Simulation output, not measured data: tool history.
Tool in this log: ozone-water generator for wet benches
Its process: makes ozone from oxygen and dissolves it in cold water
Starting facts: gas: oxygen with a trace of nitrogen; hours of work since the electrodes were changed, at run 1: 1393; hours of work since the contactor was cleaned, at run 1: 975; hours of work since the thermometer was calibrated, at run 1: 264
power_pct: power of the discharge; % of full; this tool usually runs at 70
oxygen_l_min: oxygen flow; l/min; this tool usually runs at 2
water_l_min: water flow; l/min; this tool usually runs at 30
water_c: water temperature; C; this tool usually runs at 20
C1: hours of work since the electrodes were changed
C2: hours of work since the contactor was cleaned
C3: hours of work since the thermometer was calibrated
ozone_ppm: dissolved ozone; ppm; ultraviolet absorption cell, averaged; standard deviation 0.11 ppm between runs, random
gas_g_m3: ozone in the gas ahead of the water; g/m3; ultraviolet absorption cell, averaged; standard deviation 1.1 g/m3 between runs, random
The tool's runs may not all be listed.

run 1 hour=0 | power_pct=70 oxygen_l_min=2 water_l_min=30 water_c=20 | C1=1393 C2=975 C3=264 | ozone_ppm=8.9 gas_g_m3=199.4
run 2 hour=47.1 | power_pct=70 oxygen_l_min=2 water_l_min=30 water_c=20 | C1=1425 C2=1006 C3=296 | ozone_ppm=9.2 gas_g_m3=200.1
run 3 hour=95.8 | power_pct=94 oxygen_l_min=2 water_l_min=30 water_c=20 | C1=1457 C2=1038 C3=328 | ozone_ppm=11.3 gas_g_m3=251
run 4 hour=154.8 | power_pct=94 oxygen_l_min=2 water_l_min=30 water_c=20 | C1=1497 C2=1078 C3=367 | ozone_ppm=11.3 gas_g_m3=251.5
run 5 hour=241.2 | power_pct=94 oxygen_l_min=2 water_l_min=30 water_c=20 | C1=1554 C2=1135 C3=425 | ozone_ppm=11 gas_g_m3=252
run 6 hour=342.5 | power_pct=94 oxygen_l_min=2 water_l_min=30 water_c=20 | C1=1622 C2=1203 C3=493 | ozone_ppm=11 gas_g_m3=254.5
run 7 hour=395.2 | power_pct=94 oxygen_l_min=2 water_l_min=30 water_c=20 | C1=1657 C2=1238 C3=528 | ozone_ppm=11.3 gas_g_m3=252.7
run 8 hour=448.1 | power_pct=94 oxygen_l_min=2 water_l_min=30 water_c=20 | C1=1692 C2=1273 C3=563 | ozone_ppm=11.2 gas_g_m3=253.2
run 9 hour=531 | power_pct=94 oxygen_l_min=2 water_l_min=25 water_c=20 | C1=1747 C2=1329 C3=618 | ozone_ppm=13.4 gas_g_m3=253.5
run 10 hour=613.4 | power_pct=70 oxygen_l_min=2 water_l_min=30 water_c=20 | C1=1802 C2=1383 C3=673 | ozone_ppm=8.9 gas_g_m3=203.1
run 11 hour=674.8 | power_pct=70 oxygen_l_min=2 water_l_min=30 water_c=22 | C1=1843 C2=1424 C3=714 | ozone_ppm=9 gas_g_m3=205.7
run 12 hour=750 | power_pct=43 oxygen_l_min=2 water_l_min=30 water_c=20 | C1=1893 C2=1474 C3=764 | ozone_ppm=6.5 gas_g_m3=141.2
run 13 hour=834.5 | power_pct=70 oxygen_l_min=2 water_l_min=30 water_c=20 | C1=1950 C2=1531 C3=821 | ozone_ppm=8.9 gas_g_m3=205.9
run 14 hour=884.6 | power_pct=70 oxygen_l_min=2 water_l_min=30 water_c=20 | C1=1983 C2=1564 C3=854 | ozone_ppm=8.9 gas_g_m3=205
run 15 hour=987.3 | power_pct=70 oxygen_l_min=2 water_l_min=30 water_c=20 | C1=2051 C2=1633 C3=922 | ozone_ppm=9 gas_g_m3=206.8
run 16 hour=1038.4 | power_pct=70 oxygen_l_min=2 water_l_min=30 water_c=20 | C1=2085 C2=1667 C3=956 | ozone_ppm=8.9 gas_g_m3=206
-- hour=1061.9 gauge calibrated
run 17 hour=1104.9 | power_pct=70 oxygen_l_min=2 water_l_min=30 water_c=20 | C1=2130 C2=1711 C3=1001 | ozone_ppm=9 gas_g_m3=198.5
run 18 hour=1170.4 | power_pct=41 oxygen_l_min=3.11 water_l_min=46 water_c=14 | C1=2173 C2=1755 C3=1044 | ozone_ppm=4.4 gas_g_m3=108.9
run 19 hour=1237.9 | power_pct=76 oxygen_l_min=3.11 water_l_min=26 water_c=14 | C1=2218 C2=1800 C3=1089 | ozone_ppm=12.9 gas_g_m3=170.1
run 20 hour=1302.7 | power_pct=70 oxygen_l_min=2 water_l_min=30 water_c=14 | C1=2262 C2=1843 C3=1133 | ozone_ppm=9.1 gas_g_m3=202.5
run 21 hour=1366.2 | power_pct=70 oxygen_l_min=2 water_l_min=30 water_c=14 | C1=2304 C2=1885 C3=1175 | ozone_ppm=9.2 gas_g_m3=203.8
run 22 hour=1447.9 | power_pct=40 oxygen_l_min=2 water_l_min=48 water_c=17 | C1=2358 C2=1940 C3=1229 | ozone_ppm=3.5 gas_g_m3=132
run 23 hour=1520.3 | power_pct=40 oxygen_l_min=2 water_l_min=48 water_c=17 | C1=2407 C2=1988 C3=1278 | ozone_ppm=3.5 gas_g_m3=134.1
run 24 hour=1593.7 | power_pct=40 oxygen_l_min=2 water_l_min=34 water_c=17 | C1=2456 C2=2037 C3=1326 | ozone_ppm=5.5 gas_g_m3=135
run 25 hour=1649 | power_pct=55 oxygen_l_min=1.46 water_l_min=44 water_c=15 | C1=2492 C2=2074 C3=1363 | ozone_ppm=4.4 gas_g_m3=199.1
run 26 hour=1701.2 | power_pct=55 oxygen_l_min=1.46 water_l_min=44 water_c=15 | C1=2527 C2=2108 C3=1398 | ozone_ppm=4.3 gas_g_m3=201.8
run 27 hour=1784.9 | power_pct=50 oxygen_l_min=1.71 water_l_min=26 water_c=12 | C1=2583 C2=2164 C3=1454 | ozone_ppm=7.8 gas_g_m3=172.1
run 28 hour=1873.3 | power_pct=84 oxygen_l_min=1.71 water_l_min=26 water_c=12 | C1=2642 C2=2223 C3=1513 | ozone_ppm=11.8 gas_g_m3=254.5
run 29 hour=1971.3 | power_pct=76 oxygen_l_min=3.4 water_l_min=21 water_c=23 | C1=2707 C2=2289 C3=1578 | ozone_ppm=14.7 gas_g_m3=168.6
run 30 hour=2026.6 | power_pct=76 oxygen_l_min=1.16 water_l_min=21 water_c=23 | C1=2744 C2=2325 C3=1615 | ozone_ppm=11.5 gas_g_m3=289.9
-- hour=2070.9 contactor cleaned
run 31 hour=2126.1 | power_pct=71 oxygen_l_min=2.16 water_l_min=23 water_c=20 | C1=2808 C2=37 C3=1679 | ozone_ppm=12.1 gas_g_m3=201

For run 32, what comes out?
run 32 hour=2209.5 | power_pct=43 oxygen_l_min=2.09 water_l_min=29 water_c=14 | C1=2863 C2=92 C3=1734 | ozone_ppm=? gas_g_m3=?

{"run 32": {"ozone_ppm": 7.1, "gas_g_m3": 140.9}}
Had the tool carried no hidden state, the very same run would have given ozone_ppm 7.1 ppm, gas_g_m3 136.7 g/m3.

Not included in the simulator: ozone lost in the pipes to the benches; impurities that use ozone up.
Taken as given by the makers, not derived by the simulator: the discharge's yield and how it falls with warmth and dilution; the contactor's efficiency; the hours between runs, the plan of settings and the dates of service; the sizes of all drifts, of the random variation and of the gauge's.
